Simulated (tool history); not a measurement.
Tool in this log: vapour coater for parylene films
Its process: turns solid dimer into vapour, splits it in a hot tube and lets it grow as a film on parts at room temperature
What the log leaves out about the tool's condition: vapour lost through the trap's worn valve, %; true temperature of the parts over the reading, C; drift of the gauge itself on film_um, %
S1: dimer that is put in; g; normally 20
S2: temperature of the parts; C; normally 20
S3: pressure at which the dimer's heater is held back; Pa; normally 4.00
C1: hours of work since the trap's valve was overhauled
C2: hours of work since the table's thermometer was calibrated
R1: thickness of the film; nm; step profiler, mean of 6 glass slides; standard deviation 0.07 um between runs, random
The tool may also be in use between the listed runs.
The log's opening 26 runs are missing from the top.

run,hour,S1,S2,S3,C1,C2,R1
27,1224.4,14,20,4.00,389,87,5270
28,1288.2,14,21,8.84,444,142,4120
29,1337.7,21,25,2.66,486,185,7110
30,1396.1,21,25,2.66,537,235,7070
# hour 1441.7: table's thermometer calibrated, once more
31,1442.5,20,20,4.24,576,1,7300
32,1474.9,20,20,4.24,603,29,7350
33,1514.8,20,20,4.24,638,63,7190
# hour 1575.8: trap's valve overhauled
34,1579.8,27,23,4.24,3,115,9690
35,1608.3,20,17,3.27,28,140,9920

For run 36, what comes out?
36,1657.9,8,24,3.87,71,182,?

R1: 2750 nm
Take away the tool's hidden state, keep the run-to-run variation as it was, and the same run would have given R1 2810 nm.
